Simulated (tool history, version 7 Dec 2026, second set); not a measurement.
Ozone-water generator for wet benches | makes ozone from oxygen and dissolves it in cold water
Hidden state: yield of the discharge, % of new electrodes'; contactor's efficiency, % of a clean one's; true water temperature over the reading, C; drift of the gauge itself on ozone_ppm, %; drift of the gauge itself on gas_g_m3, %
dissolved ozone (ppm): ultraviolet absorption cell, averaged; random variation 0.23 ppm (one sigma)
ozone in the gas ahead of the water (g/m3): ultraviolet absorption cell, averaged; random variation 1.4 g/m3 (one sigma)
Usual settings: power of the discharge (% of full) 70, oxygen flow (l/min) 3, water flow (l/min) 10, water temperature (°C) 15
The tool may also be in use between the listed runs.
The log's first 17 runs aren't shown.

| run | hour | power of the discharge (% of full) | oxygen flow (l/min) | water flow (l/min) | water temperature (°C) | hours of work since the electrodes were changed | hours of work since the contactor was cleaned | hours of work since the thermometer was calibrated | dissolved ozone (ppm) | ozone in the gas ahead of the water (g/m3) |
|---|---|---|---|---|---|---|---|---|---|---|
| 18 | 510.2 | 70 | 5.25 | 10 | 21 | 537 | 1535 | 1535 | 30.8 | 200.6 |
| 19 | 542.5 | 70 | 2.81 | 10 | 9 | 563 | 1561 | 1561 | 36.4 | 264.9 |
| 20 | 569.5 | 70 | 2.81 | 10 | 9 | 585 | 1583 | 1583 | 36.3 | 261.5 |
| 21 | 587.2 | 56 | 3 | 8 | 12 | 599 | 1597 | 1597 | 35.2 | 207.9 |
| 22 | 610.3 | 70 | 3 | 8 | 15 | 618 | 1616 | 1616 | 40.1 | 254.7 |
| 23 | 647.9 | 70 | 3 | 8 | 15 | 648 | 1646 | 1646 | 40.4 | 254.3 |
| 24 | 663.6 | 70 | 2.21 | 14 | 10 | 661 | 1659 | 1659 | 24.3 | 290.1 |
| 25 | 685.5 | 70 | 3.61 | 14 | 16 | 679 | 1677 | 1677 | 25.2 | 234 |
| 26 | 721.1 | 53 | 3.61 | 7 | 11 | 708 | 1706 | 1706 | 37.2 | 183.9 |
| 27 | 757.1 | 53 | 3.61 | 7 | 11 | 737 | 1735 | 1735 | 37.3 | 183.5 |
| 28 | 773.1 | 70 | 2.69 | 9 | 15 | 750 | 1748 | 1748 | 36.1 | 264.3 |
| 29 | 806.9 | 71 | 3.3 | 10 | 15 | 778 | 1776 | 1776 | 34.4 | 244.6 |

The next listed run, before its measurement:
| 30 | 833.1 | 71 | 3.3 | 10 | 15 | 799 | 1797 | 1797 | ? | ? |

{"run 30": {"dissolved ozone (ppm)": 34.3, "ozone in the gas ahead of the water (g/m3)": 243.2}}
Without the tool's hidden state the same run would have given dissolved ozone (ppm) 34.3, ozone in the gas ahead of the water (g/m3) 249.2.
